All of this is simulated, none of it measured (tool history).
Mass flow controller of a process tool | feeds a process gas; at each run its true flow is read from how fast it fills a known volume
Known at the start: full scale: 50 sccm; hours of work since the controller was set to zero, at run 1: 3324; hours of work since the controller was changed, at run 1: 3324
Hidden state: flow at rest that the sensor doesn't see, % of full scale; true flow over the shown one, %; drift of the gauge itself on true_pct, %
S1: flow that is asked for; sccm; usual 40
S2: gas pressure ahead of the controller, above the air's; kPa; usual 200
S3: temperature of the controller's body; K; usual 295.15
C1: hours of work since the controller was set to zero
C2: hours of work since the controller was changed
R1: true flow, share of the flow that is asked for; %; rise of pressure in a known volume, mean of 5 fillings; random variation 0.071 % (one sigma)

run	hour	S1	S2	S3	C1	C2	R1
1	0	40	200	295.15	3324	3324	98.74
2	103.1	40	200	295.15	3387	3387	98.65
3	160.7	40	200	295.15	3422	3422	98.63
4	280.8	40	200	295.15	3496	3496	98.69
5	392.7	40	200	295.15	3564	3564	98.69
6	469.2	40	200	295.15	3611	3611	98.54
7	535.6	40	200	295.15	3652	3652	98.67
8	640	40	200	295.15	3716	3716	98.6
9	772.1	40	200	295.15	3797	3797	98.49
10	833.4	40	200	295.15	3834	3834	98.54
11	964.5	40	200	295.15	3915	3915	98.46
12	1046.7	40	200	294.15	3965	3965	98.57
# hour 1056.6: controller's zero set anew
13	1146.9	40	200	295.15	55	4026	98.35
14	1215	35	200	295.15	97	4068	98
15	1291.5	35	200	295.15	144	4115	98.19
16	1372.2	8	247	294.15	193	4164	94
# hour 1435.6: controller's zero set anew, once more
17	1466.6	21	258	297.15	19	4222	98.33
18	1527.5	41	195	293.15	56	4259	99.26
19	1645.1	41	195	293.15	128	4331	99.12
20	1724.7	44	172	297.15	177	4380	99.18
21	1808.4	44	172	297.15	228	4431	99.1
22	1926.6	44	172	297.15	301	4503	99.05
23	2062.3	37	224	295.15	384	4586	98.74
24	2154.3	22	224	296.15	440	4643	98.44
25	2213.1	42	224	306.15	476	4679	98.58
26	2288.6	42	224	306.15	522	4725	98.35
27	2394.5	42	224	306.15	587	4790	98.45

5 ways to go on from here, each from the tool as it stands after run 27. What would each give?
A	2508.2	27	200	295.15	657	4860	?
B	2508.2	13	200	295.15	657	4860	?
C	2508.2	41	159	298.15	657	4860	?
D	2508.2	42	195	306.15	657	4860	?
E	2508.2	31	267	306.15	657	4860	?

run	R1
A	98.58
B	98.03
C	98.76
D	98.65
E	98.01
Without the tool's hidden state the same runs would have given:
run	R1
A	99.73
B	99.43
C	99.82
D	99.71
E	99.12
